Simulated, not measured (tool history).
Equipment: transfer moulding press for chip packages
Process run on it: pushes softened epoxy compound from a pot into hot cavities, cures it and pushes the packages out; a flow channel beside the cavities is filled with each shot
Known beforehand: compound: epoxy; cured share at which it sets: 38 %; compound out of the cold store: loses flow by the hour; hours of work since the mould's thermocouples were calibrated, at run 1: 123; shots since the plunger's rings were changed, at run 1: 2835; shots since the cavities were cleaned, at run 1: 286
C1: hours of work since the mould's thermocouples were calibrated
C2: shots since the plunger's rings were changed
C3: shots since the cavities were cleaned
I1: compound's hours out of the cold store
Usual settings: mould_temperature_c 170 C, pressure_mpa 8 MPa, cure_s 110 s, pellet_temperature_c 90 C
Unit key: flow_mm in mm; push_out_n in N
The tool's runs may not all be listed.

{"run": 1, "day": 0.0, "mould_temperature_c": 170, "pressure_mpa": 8, "cure_s": 110, "pellet_temperature_c": 90, "C1": 123, "C2": 2835, "C3": 286, "I1": 30.2, "flow_mm": 865, "push_out_n": 461}
{"run": 2, "day": 1.283, "mould_temperature_c": 170, "pressure_mpa": 8, "cure_s": 110, "pellet_temperature_c": 90, "C1": 143, "C2": 3181, "C3": 632, "I1": 31.4, "flow_mm": 860, "push_out_n": 539}
{"day": 2.471, "done": "cavities cleaned with cleaning compound and waxed"}
{"run": 3, "day": 2.525, "mould_temperature_c": 170, "pressure_mpa": 6.11, "cure_s": 110, "pellet_temperature_c": 90, "C1": 161, "C2": 3499, "C3": 14, "I1": 17.4, "flow_mm": 816, "push_out_n": 336}
{"run": 4, "day": 3.429, "mould_temperature_c": 170, "pressure_mpa": 8, "cure_s": 110, "pellet_temperature_c": 95, "C1": 175, "C2": 3743, "C3": 258, "I1": 30.8, "flow_mm": 865, "push_out_n": 445}
{"day": 3.6, "done": "plunger's sealing rings changed"}
{"run": 5, "day": 4.579, "mould_temperature_c": 170, "pressure_mpa": 8, "cure_s": 110, "pellet_temperature_c": 95, "C1": 191, "C2": 264, "C3": 540, "I1": 26.2, "flow_mm": 916, "push_out_n": 527}
{"run": 6, "day": 5.583, "mould_temperature_c": 170, "pressure_mpa": 8, "cure_s": 110, "pellet_temperature_c": 95, "C1": 207, "C2": 535, "C3": 811, "I1": 36.6, "flow_mm": 853, "push_out_n": 564}
{"day": 6.121, "done": "cavities cleaned with cleaning compound and waxed"}
{"run": 7, "day": 6.396, "mould_temperature_c": 170, "pressure_mpa": 7.25, "cure_s": 110, "pellet_temperature_c": 95, "C1": 219, "C2": 738, "C3": 75, "I1": 23.7, "flow_mm": 878, "push_out_n": 360}
{"run": 8, "day": 7.704, "mould_temperature_c": 174, "pressure_mpa": 8, "cure_s": 110, "pellet_temperature_c": 90, "C1": 239, "C2": 1089, "C3": 426, "I1": 27.4, "flow_mm": 878, "push_out_n": 471}
{"run": 9, "day": 8.825, "mould_temperature_c": 174, "pressure_mpa": 8, "cure_s": 110, "pellet_temperature_c": 90, "C1": 256, "C2": 1392, "C3": 729, "I1": 26.9, "flow_mm": 876, "push_out_n": 502}
{"day": 9.625, "done": "cavities cleaned with cleaning compound and waxed"}
{"run": 10, "day": 10.308, "mould_temperature_c": 174, "pressure_mpa": 8, "cure_s": 110, "pellet_temperature_c": 90, "C1": 278, "C2": 1776, "C3": 185, "I1": 35.5, "flow_mm": 835, "push_out_n": 369}
{"run": 11, "day": 11.579, "mould_temperature_c": 174, "pressure_mpa": 8, "cure_s": 110, "pellet_temperature_c": 90, "C1": 298, "C2": 2118, "C3": 527, "I1": 33.4, "flow_mm": 845, "push_out_n": 453}
{"run": 12, "day": 12.662, "mould_temperature_c": 170, "pressure_mpa": 8, "cure_s": 104, "pellet_temperature_c": 90, "C1": 315, "C2": 2410, "C3": 819, "I1": 43, "flow_mm": 814, "push_out_n": 606}
{"day": 13.208, "done": "cavities cleaned with cleaning compound and waxed"}
{"run": 13, "day": 13.788, "mould_temperature_c": 176, "pressure_mpa": 8, "cure_s": 110, "pellet_temperature_c": 90, "C1": 331, "C2": 2697, "C3": 156, "I1": 9.9, "flow_mm": 956, "push_out_n": 355}
{"run": 14, "day": 14.838, "mould_temperature_c": 176, "pressure_mpa": 8, "cure_s": 110, "pellet_temperature_c": 90, "C1": 347, "C2": 2980, "C3": 439, "I1": 20.4, "flow_mm": 897, "push_out_n": 462}
{"run": 15, "day": 16.121, "mould_temperature_c": 176, "pressure_mpa": 8, "cure_s": 110, "pellet_temperature_c": 90, "C1": 367, "C2": 3326, "C3": 785, "I1": 37.4, "flow_mm": 807, "push_out_n": 495}
{"day": 16.779, "done": "cavities cleaned with cleaning compound and waxed"}
{"run": 16, "day": 16.838, "mould_temperature_c": 176, "pressure_mpa": 8.18, "cure_s": 129, "pellet_temperature_c": 90, "C1": 377, "C2": 3503, "C3": 16, "I1": 42.1, "flow_mm": 798, "push_out_n": 290}
{"day": 17.975, "done": "plunger's sealing rings changed"}
{"run": 17, "day": 18.329, "mould_temperature_c": 176, "pressure_mpa": 8.18, "cure_s": 129, "pellet_temperature_c": 90, "C1": 399, "C2": 96, "C3": 390, "I1": 16.6, "flow_mm": 958, "push_out_n": 409}
{"run": 18, "day": 19.221, "mould_temperature_c": 170, "pressure_mpa": 7.32, "cure_s": 110, "pellet_temperature_c": 90, "C1": 413, "C2": 337, "C3": 631, "I1": 41.5, "flow_mm": 796, "push_out_n": 555}
{"run": 19, "day": 20.212, "mould_temperature_c": 170, "pressure_mpa": 8, "cure_s": 117, "pellet_temperature_c": 98, "C1": 428, "C2": 604, "C3": 898, "I1": 15.4, "flow_mm": 976, "push_out_n": 575}
{"day": 20.492, "done": "cavities cleaned with cleaning compound and waxed"}
{"run": 20, "day": 21.717, "mould_temperature_c": 167, "pressure_mpa": 8, "cure_s": 117, "pellet_temperature_c": 98, "C1": 450, "C2": 993, "C3": 331, "I1": 47.6, "flow_mm": 813, "push_out_n": 520}
{"run": 21, "day": 23.096, "mould_temperature_c": 167, "pressure_mpa": 8, "cure_s": 117, "pellet_temperature_c": 98, "C1": 472, "C2": 1365, "C3": 703, "I1": 36.7, "flow_mm": 867, "push_out_n": 621}
{"day": 24.054, "done": "cavities cleaned with cleaning compound and waxed"}
{"run": 22, "day": 24.433, "mould_temperature_c": 167, "pressure_mpa": 8, "cure_s": 117, "pellet_temperature_c": 98, "C1": 492, "C2": 1708, "C3": 102, "I1": 21.8, "flow_mm": 947, "push_out_n": 446}
{"run": 23, "day": 25.7, "mould_temperature_c": 176, "pressure_mpa": 8, "cure_s": 117, "pellet_temperature_c": 95, "C1": 511, "C2": 2050, "C3": 444, "I1": 44.5, "flow_mm": 785, "push_out_n": 413}

Run 24 comes next. What will it give?
{"run": 24, "day": 27.129, "mould_temperature_c": 169, "pressure_mpa": 8, "cure_s": 139, "pellet_temperature_c": 90, "C1": 533, "C2": 2436, "C3": 830, "I1": 22.9, "flow_mm": "?", "push_out_n": "?"}

Run 24 yielded flow_mm 926 mm, push_out_n 501 N.
Minus the tool's unlogged condition, the same run would have read flow_mm 940 mm, push_out_n 273 N.
